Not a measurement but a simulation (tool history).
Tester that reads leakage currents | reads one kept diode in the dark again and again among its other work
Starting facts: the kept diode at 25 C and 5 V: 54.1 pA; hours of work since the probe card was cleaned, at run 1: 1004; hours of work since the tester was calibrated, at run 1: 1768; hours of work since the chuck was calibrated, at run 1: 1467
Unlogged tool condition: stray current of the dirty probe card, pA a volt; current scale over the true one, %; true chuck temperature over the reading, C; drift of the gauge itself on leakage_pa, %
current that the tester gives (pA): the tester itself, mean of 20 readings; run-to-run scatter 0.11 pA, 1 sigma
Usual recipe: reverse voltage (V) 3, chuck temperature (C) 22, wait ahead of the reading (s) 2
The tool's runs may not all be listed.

run	day	reverse voltage (V)	chuck temperature (C)	wait ahead of the reading (s)	hours of work since the probe card was cleaned	hours of work since the tester was calibrated	hours of work since the chuck was calibrated	current that the tester gives (pA)
1	0	3	22	2	1004	1768	1467	35.71
2	4.412	3	29	2	1082	1846	1545	60.51
3	11.729	3	29	2	1211	1975	1674	61.01
4	17.504	3	29	2	1313	2077	1776	61.47
# day 21.05: probe card cleaned and baked
5	21.05	3	22	9.21	0	2138	1836	38.27
6	25.146	3	22	2	72	2210	1909	38.65
7	28.312	3	22	2	128	2266	1964	38.58
8	35.583	3	22	2	256	2394	2093	39.37
9	41.196	3	22	5.78	355	2493	2192	39.07
10	45.075	3	22	5.78	424	2561	2260	39.37
11	52.392	3	22	0.67	553	2691	2389	40.48
# day 55.633: chuck's temperature calibrated
12	57.925	3	22	0.67	649	2787	40	37.29
# day 58.546: probe card cleaned and baked, once more
13	64.796	6.58	22	0.67	110	2906	159	52.23
14	71.283	6.58	22	0.67	225	3020	274	52.38
15	77.483	3	22	2	334	3130	383	32.88
16	80.971	3	22	2	396	3191	445	33.01
17	86.7	3	22	2	497	3292	546	33.34
18	90.979	3	22	2	572	3368	621	33.36
19	96.871	3	22	2	676	3472	725	33.63
20	102.167	3.46	37	0.83	770	3565	819	112.38
21	108.633	3.54	21	8.63	884	3679	933	34.99
22	111.908	3.54	21	8.63	942	3737	991	35.2
23	118.254	3.54	21	8.63	1054	3849	1103	35.45
24	124.379	3.67	21	0.56	1162	3957	1211	37.53
25	131.554	3	27	0.42	1288	4084	1337	52.07
# day 136.996: probe card cleaned and baked
26	137.012	6.03	47	0.94	0	4178	1432	315.22
27	143.008	5.63	31	0.94	106	4284	1537	98
28	147.712	5.63	31	0.94	189	4367	1620	98.32
29	152.233	5.63	31	0.94	269	4446	1700	98.67
30	156.821	9.11	44	0.61	350	4527	1781	331.55
31	162.033	3	22	2.56	442	4619	1873	34.7
32	167.179	5.68	60	1.43	533	4710	1964	722.43
# day 168.704: tester calibrated
33	174.138	5.68	60	1.43	654	96	2085	718.28
34	180.921	5.68	60	1.43	774	216	2205	721.77
35	187.771	11.85	46	0.83	894	336	2326	447.6
36	192.871	11.85	46	0.83	985	426	2416	452.85
# day 194.992: chuck's temperature calibrated
37	197.608	11.85	46	0.83	1067	509	46	428.51
38	201.779	3.38	46	6.51	1140	582	120	204.77

A few steps of current that the tester gives (pA) between consecutive runs. Split each: what settings, incoming material and random variation would produce without the hidden state, and what is left over for the hidden state, along with gauge scatter present in only one of the two compared results (measured, and without hidden state):
Run 30 -> 31: reverse voltage (V) 9.11 -> 3, chuck temperature (C) 44 -> 22, wait ahead of the reading (s) 0.61 -> 2.56. current that the tester gives (pA) -296.85: hidden state -15.43, all else -281.42.
Run 31 -> 32: reverse voltage (V) 3 -> 5.68, chuck temperature (C) 22 -> 60, wait ahead of the reading (s) 2.56 -> 1.43. current that the tester gives (pA) +687.73: hidden state +35.85, all else +651.88.
Run 34 -> 35: reverse voltage (V) 5.68 -> 11.85, chuck temperature (C) 60 -> 46, wait ahead of the reading (s) 1.43 -> 0.83. current that the tester gives (pA) -274.17: hidden state -7.32, all else -266.85.
Run 36 -> 37: chuck's temperature calibrated. current that the tester gives (pA) -24.34: hidden state -24.56, all else +0.22.
